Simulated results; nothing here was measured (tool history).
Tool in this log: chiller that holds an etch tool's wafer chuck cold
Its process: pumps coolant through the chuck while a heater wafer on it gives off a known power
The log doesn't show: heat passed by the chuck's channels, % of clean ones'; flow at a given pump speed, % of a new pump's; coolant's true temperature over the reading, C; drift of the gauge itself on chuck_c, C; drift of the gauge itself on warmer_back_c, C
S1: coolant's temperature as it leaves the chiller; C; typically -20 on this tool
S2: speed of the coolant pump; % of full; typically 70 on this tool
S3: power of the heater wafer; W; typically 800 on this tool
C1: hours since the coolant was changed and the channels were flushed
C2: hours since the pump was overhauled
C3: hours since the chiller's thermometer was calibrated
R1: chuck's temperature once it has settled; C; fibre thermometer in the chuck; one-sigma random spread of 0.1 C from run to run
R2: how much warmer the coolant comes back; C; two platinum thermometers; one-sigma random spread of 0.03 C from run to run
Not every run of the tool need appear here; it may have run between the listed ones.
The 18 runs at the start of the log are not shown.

| run | hour | S1 | S2 | S3 | C1 | C2 | C3 | R1 | R2 |
|---|---|---|---|---|---|---|---|---|---|
| 19 | 2275.8 | -20 | 70 | 830 | 5277 | 4550 | 893 | -6.2 | 4.03 |
|  | 2317.3 | chiller's thermometer calibrated, once more |
| 20 | 2452.0 | -20 | 70 | 830 | 5452 | 4725 | 135 | -6.3 | 4.12 |
| 21 | 2536.8 | -16 | 90 | 458 | 5537 | 4810 | 220 | -9.6 | 1.82 |
| 22 | 2688.5 | -16 | 90 | 458 | 5688 | 4962 | 371 | -9.7 | 1.85 |
| 23 | 2785.9 | -16 | 90 | 458 | 5786 | 5059 | 469 | -9.6 | 1.69 |
| 24 | 2959.8 | -24 | 90 | 458 | 5960 | 5233 | 643 | -17.8 | 1.75 |
| 25 | 3094.8 | -24 | 90 | 458 | 6095 | 5368 | 778 | -17.4 | 1.74 |
| 26 | 3248.4 | -24 | 62 | 800 | 6248 | 5522 | 931 | -9.0 | 4.49 |
|  | 3275.2 | coolant changed, channels flushed |
| 27 | 3434.9 | -30 | 68 | 800 | 160 | 5702 | 1112 | -18.7 | 4.13 |
| 28 | 3552.3 | -20 | 65 | 800 | 277 | 5820 | 1229 | -8.1 | 4.33 |
| 29 | 3724.8 | -12 | 64 | 800 | 450 | 5992 | 1402 | 0.1 | 4.36 |
| 30 | 3869.7 | -11 | 94 | 986 | 594 | 6137 | 1546 | 0.4 | 3.72 |
| 31 | 4013.3 | -11 | 94 | 986 | 738 | 6281 | 1690 | 0.2 | 3.75 |
| 32 | 4121.5 | -28 | 70 | 986 | 846 | 6389 | 1798 | -14.0 | 4.95 |

Here are 3 independent what-if runs from the current tool condition. What would each one return?
| A | 4226.7 | -20 | 86 | 1011 | 951 | 6494 | 1903 | ? | ? |
| B | 4226.7 | -23 | 73 | 867 | 951 | 6494 | 1903 | ? | ? |
| C | 4226.7 | -27 | 73 | 800 | 951 | 6494 | 1903 | ? | ? |

| run | R1 | R2 |
|---|---|---|
| A | -7.4 | 4.16 |
| B | -10.9 | 4.24 |
| C | -16.1 | 3.83 |
The same runs, with their run-to-run variation unchanged, on a tool lacking any hidden condition would have given:
| run | R1 | R2 |
|---|---|---|
| A | -8.6 | 3.84 |
| B | -12.1 | 3.91 |
| C | -17.2 | 3.53 |
